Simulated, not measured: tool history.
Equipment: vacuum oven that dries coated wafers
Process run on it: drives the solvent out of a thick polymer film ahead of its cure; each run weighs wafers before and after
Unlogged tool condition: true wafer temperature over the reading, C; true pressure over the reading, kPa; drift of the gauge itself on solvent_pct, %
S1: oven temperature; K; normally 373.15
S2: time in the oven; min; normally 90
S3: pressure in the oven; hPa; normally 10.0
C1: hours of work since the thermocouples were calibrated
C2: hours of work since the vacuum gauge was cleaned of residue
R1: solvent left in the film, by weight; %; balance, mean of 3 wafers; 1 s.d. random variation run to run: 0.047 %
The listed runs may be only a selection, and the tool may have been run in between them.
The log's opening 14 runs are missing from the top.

| run | hour | S1 | S2 | S3 | C1 | C2 | R1 |
|---|---|---|---|---|---|---|---|
| 15 | 408.7 | 379.15 | 103 | 10.0 | 858 | 1017 | 1.64 |
| 16 | 442.2 | 379.15 | 103 | 10.0 | 884 | 1043 | 1.73 |
| 17 | 466.2 | 379.15 | 103 | 10.0 | 903 | 1061 | 1.71 |
| 18 | 505.6 | 379.15 | 103 | 10.0 | 933 | 1092 | 1.65 |
| 19 | 525.3 | 379.15 | 103 | 10.0 | 949 | 1107 | 1.73 |
| 20 | 547.3 | 386.15 | 62 | 10.0 | 966 | 1124 | 1.89 |
|  | 552.4 | oven's thermocouples calibrated |
| 21 | 576.9 | 383.15 | 104 | 16.6 | 19 | 1146 | 1.87 |
| 22 | 602.4 | 383.15 | 104 | 29.6 | 39 | 1166 | 3.07 |
| 23 | 636.8 | 383.15 | 104 | 29.6 | 66 | 1192 | 3.08 |
| 24 | 653.5 | 385.15 | 66 | 24.7 | 79 | 1205 | 3.05 |
| 25 | 693.7 | 385.15 | 66 | 24.7 | 110 | 1237 | 3.03 |
| 26 | 731.1 | 380.15 | 70 | 32.8 | 139 | 1266 | 4.51 |
| 27 | 762.2 | 380.15 | 70 | 32.8 | 163 | 1290 | 4.50 |
|  | 780.0 | oven's thermocouples calibrated, once more |
| 28 | 795.8 | 375.15 | 89 | 15.2 | 12 | 1315 | 3.34 |
| 29 | 821.8 | 375.15 | 89 | 15.2 | 33 | 1335 | 3.25 |
| 30 | 861.7 | 381.15 | 123 | 38.7 | 64 | 1366 | 4.35 |

Branching from run 30: 4 alternative next runs. What would each branch give?
| A | 887.7 | 369.15 | 66 | 38.7 | 84 | 1386 | ? |
| B | 887.7 | 373.15 | 140 | 7.4 | 84 | 1386 | ? |
| C | 887.7 | 373.15 | 68 | 10.0 | 84 | 1386 | ? |
| D | 887.7 | 375.15 | 54 | 14.0 | 84 | 1386 | ? |

| run | R1 |
|---|---|
| A | 8.70 |
| B | 1.80 |
| C | 4.14 |
| D | 5.14 |
Stripped of hidden state, with their random variation kept, the same runs would have yielded:
| run | R1 |
|---|---|
| A | 8.34 |
| B | 1.31 |
| C | 3.77 |
| D | 4.83 |
